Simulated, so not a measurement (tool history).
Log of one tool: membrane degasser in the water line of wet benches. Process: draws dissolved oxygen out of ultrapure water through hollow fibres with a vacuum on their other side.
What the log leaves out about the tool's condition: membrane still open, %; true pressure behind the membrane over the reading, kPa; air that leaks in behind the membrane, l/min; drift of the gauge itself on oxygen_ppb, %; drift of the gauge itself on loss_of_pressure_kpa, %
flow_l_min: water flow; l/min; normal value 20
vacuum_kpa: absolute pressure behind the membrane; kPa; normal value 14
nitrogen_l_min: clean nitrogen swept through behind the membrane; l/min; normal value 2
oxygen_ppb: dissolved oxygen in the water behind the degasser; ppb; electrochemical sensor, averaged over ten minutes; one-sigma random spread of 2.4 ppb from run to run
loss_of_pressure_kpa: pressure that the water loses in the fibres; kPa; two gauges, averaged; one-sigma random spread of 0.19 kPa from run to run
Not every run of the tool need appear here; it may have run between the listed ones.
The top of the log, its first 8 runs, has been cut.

run	hour	flow_l_min	vacuum_kpa	nitrogen_l_min	hours since the membrane was changed	hours since the vacuum gauge was calibrated	hours since the vacuum lines were made tight	oxygen_ppb	loss_of_pressure_kpa
9	1461	17	14	2	2033	5209	1630	264.3	32
10	1619	17	14	2	2191	5367	1788	258.1	32.12
11	1734.9	17	14	2	2307	5483	1904	258.5	32.57
12	1906.5	17	14	2	2478	5654	2076	263.8	32.48
13	2066.7	17	17.2	2	2639	5814	2236	321	32.53
14	2331.6	17	17.2	2	2903	6079	2501	322.3	32.43
15	2505.8	17	17.2	2	3078	6254	2675	321.5	32.65
16	2773.7	17	20.2	2	3346	6521	2943	385.2	32.41
17	2993.5	17	17.2	0.84	3565	6741	3163	643.3	32.7
18	3247.9	14	9.3	3.96	3820	6996	3417	84.8	26.98
19	3465.5	14	9.3	3.96	4037	7213	3634	85.2	26.92
20	3682.4	14	9.3	3.96	4254	7430	3851	86	26.9
21	3811	23	11.2	2	4383	7559	3980	295.9	44.14
22	4011.1	14	14	2	4583	7759	4180	213.7	26.81
23	4233.2	20	21.5	0.92	4805	7981	4402	867.4	38.51
24	4444.6	20	21.5	0.92	5016	8192	4614	853.4	38.84
25	4613.7	14	21.5	1.71	5186	8361	4783	384.1	27.04
26	4740.7	20	32.3	2	5313	8488	4910	698.2	38.76
27	4981.5	18	15.1	4.57	5553	8729	5150	171.1	34.87
# hour 5081.4: vacuum gauge calibrated
28	5206.2	20	8.6	3.96	5778	125	5375	133	38.53
29	5318.8	20	20.3	0.84	5890	237	5487	872.3	38.78
30	5553.9	20	24.5	3.76	6125	472	5722	337.5	38.77
31	5723.7	20	24.5	3.76	6295	642	5892	331.9	38.86
32	5901.4	13	25.4	1.41	6473	820	6070	488.9	25.51

Alternative continuations, all from the tool just after run 32; predict every row:
# hour 5989.6: seals of the vacuum lines changed
A	6103.3	17	19.7	5.53	6673	1020	114	?	?
# hour 5989.6: seals of the vacuum lines changed
B	6103.3	23	9.9	3.95	6673	1020	114	?	?
# hour 5989.6: seals of the vacuum lines changed
C	6103.3	20	11.8	3.74	6673	1020	114	?	?

run	oxygen_ppb	loss_of_pressure_kpa
A	170.9	33
B	178.6	45
C	177.7	39.08
Without the tool's hidden state the same runs would have given:
run	oxygen_ppb	loss_of_pressure_kpa
A	160.6	31.56
B	162.2	43.04
C	164.2	37.37

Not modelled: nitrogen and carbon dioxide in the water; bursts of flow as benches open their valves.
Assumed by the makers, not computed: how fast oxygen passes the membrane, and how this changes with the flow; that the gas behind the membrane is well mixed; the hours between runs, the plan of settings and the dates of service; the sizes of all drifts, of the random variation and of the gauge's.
